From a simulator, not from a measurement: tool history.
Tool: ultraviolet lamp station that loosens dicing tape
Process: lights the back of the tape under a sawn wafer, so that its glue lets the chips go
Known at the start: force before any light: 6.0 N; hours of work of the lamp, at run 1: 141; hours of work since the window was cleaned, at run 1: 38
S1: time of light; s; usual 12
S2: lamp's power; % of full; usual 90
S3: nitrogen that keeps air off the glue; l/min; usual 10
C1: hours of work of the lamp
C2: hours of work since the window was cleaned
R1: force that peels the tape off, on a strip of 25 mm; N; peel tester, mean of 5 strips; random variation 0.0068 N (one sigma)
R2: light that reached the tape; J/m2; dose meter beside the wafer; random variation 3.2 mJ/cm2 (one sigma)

run 1 day=0 | S1=12 S2=90 S3=10 | C1=141 C2=38 | R1=0.259 R2=4680
run 2 day=0.496 | S1=12 S2=90 S3=10 | C1=148 C2=45 | R1=0.269 R2=4580
run 3 day=0.962 | S1=12 S2=90 S3=10 | C1=156 C2=53 | R1=0.264 R2=4640
run 4 day=1.492 | S1=12 S2=90 S3=10 | C1=164 C2=61 | R1=0.278 R2=4500
run 5 day=1.954 | S1=12 S2=90 S3=10 | C1=171 C2=68 | R1=0.266 R2=4550
run 6 day=2.329 | S1=18 S2=90 S3=10 | C1=176 C2=73 | R1=0.15 R2=6740
run 7 day=2.592 | S1=18 S2=90 S3=10 | C1=180 C2=77 | R1=0.149 R2=6730
run 8 day=3.104 | S1=18 S2=90 S3=10 | C1=188 C2=85 | R1=0.156 R2=6760
run 9 day=3.512 | S1=12 S2=90 S3=10 | C1=194 C2=91 | R1=0.292 R2=4400
run 10 day=3.75 | S1=12 S2=90 S3=10 | C1=198 C2=95 | R1=0.278 R2=4360
run 11 day=3.992 | S1=12 S2=90 S3=4 | C1=202 C2=99 | R1=0.556 R2=4390
run 12 day=4.35 | S1=12 S2=90 S3=4 | C1=207 C2=104 | R1=0.55 R2=4330
run 13 day=4.883 | S1=12 S2=90 S3=4 | C1=215 C2=112 | R1=0.556 R2=4350
run 14 day=5.412 | S1=12 S2=98 S3=10 | C1=223 C2=120 | R1=0.253 R2=4690
run 15 day=5.929 | S1=12 S2=98 S3=10 | C1=231 C2=128 | R1=0.251 R2=4650
run 16 day=6.458 | S1=12 S2=98 S3=10 | C1=239 C2=136 | R1=0.273 R2=4680
run 17 day=6.712 | S1=12 S2=98 S3=10 | C1=243 C2=140 | R1=0.269 R2=4570
run 18 day=6.95 | S1=6 S2=98 S3=10 | C1=247 C2=144 | R1=1.067 R2=2300
run 19 day=7.279 | S1=6 S2=98 S3=10 | C1=252 C2=149 | R1=1.072 R2=2260
run 20 day=7.758 | S1=12 S2=100 S3=10 | C1=259 C2=156 | R1=0.249 R2=4600
run 21 day=8.196 | S1=6 S2=90 S3=10 | C1=266 C2=163 | R1=1.242 R2=2050
run 22 day=8.612 | S1=6 S2=90 S3=10 | C1=272 C2=169 | R1=1.195 R2=2060
run 23 day=8.862 | S1=6 S2=90 S3=10 | C1=276 C2=173 | R1=1.251 R2=2020
run 24 day=9.296 | S1=12 S2=79 S3=10 | C1=283 C2=180 | R1=0.441 R2=3560
run 25 day=9.579 | S1=12 S2=79 S3=10 | C1=287 C2=184 | R1=0.451 R2=3500
run 26 day=9.958 | S1=12 S2=79 S3=10 | C1=293 C2=190 | R1=0.442 R2=3540
run 27 day=10.25 | S1=12 S2=75 S3=10 | C1=297 C2=194 | R1=0.504 R2=3310
run 28 day=10.479 | S1=23 S2=63 S3=4 | C1=301 C2=198 | R1=0.364 R2=5350
run 29 day=10.746 | S1=16 S2=75 S3=12 | C1=305 C2=202 | R1=0.268 R2=4420
run 30 day=11.108 | S1=16 S2=75 S3=18 | C1=310 C2=207 | R1=0.23 R2=4410
run 31 day=11.617 | S1=12 S2=75 S3=10 | C1=318 C2=215 | R1=0.525 R2=3270
run 32 day=12.054 | S1=24 S2=62 S3=3 | C1=325 C2=222 | R1=0.449 R2=5310
run 33 day=12.483 | S1=24 S2=62 S3=3 | C1=331 C2=228 | R1=0.456 R2=5260
-- day=12.538 window cleaned of glue's vapour
run 34 day=12.875 | S1=24 S2=62 S3=3 | C1=337 C2=5 | R1=0.312 R2=6340
run 35 day=13.317 | S1=24 S2=62 S3=3 | C1=344 C2=12 | R1=0.323 R2=6230
run 36 day=13.625 | S1=15 S2=90 S3=10 | C1=349 C2=17 | R1=0.19 R2=5650
run 37 day=13.867 | S1=15 S2=90 S3=10 | C1=352 C2=20 | R1=0.189 R2=5640
run 38 day=14.171 | S1=15 S2=90 S3=10 | C1=357 C2=25 | R1=0.186 R2=5600
run 39 day=14.562 | S1=7 S2=80 S3=10 | C1=363 C2=31 | R1=1 R2=2330
run 40 day=15 | S1=7 S2=80 S3=10 | C1=370 C2=38 | R1=1.042 R2=2320
run 41 day=15.375 | S1=12 S2=94 S3=11 | C1=375 C2=43 | R1=0.229 R2=4660
run 42 day=15.75 | S1=6 S2=94 S3=11 | C1=381 C2=49 | R1=0.982 R2=2340
run 43 day=16.283 | S1=9 S2=94 S3=4 | C1=389 C2=57 | R1=0.906 R2=3400

Forecast each of these 4 alternatives for the next run:
run A day=16.708 | S1=6 S2=94 S3=4 | C1=396 C2=64 | R1=? R2=?
run B day=16.708 | S1=10 S2=63 S3=10 | C1=396 C2=64 | R1=? R2=?
run C day=16.708 | S1=12 S2=93 S3=10 | C1=396 C2=64 | R1=? R2=?
run D day=16.708 | S1=24 S2=91 S3=8 | C1=396 C2=64 | R1=? R2=?

run=A R1=1.608 R2=2280
run=B R1=0.896 R2=2500
run=C R1=0.28 R2=4460
run=D R1=0.147 R2=8780
Without the tool's hidden state the same runs would have given:
run=A R1=1.359 R2=2590
run=B R1=0.708 R2=2850
run=C R1=0.221 R2=5060
run=D R1=0.143 R2=9960
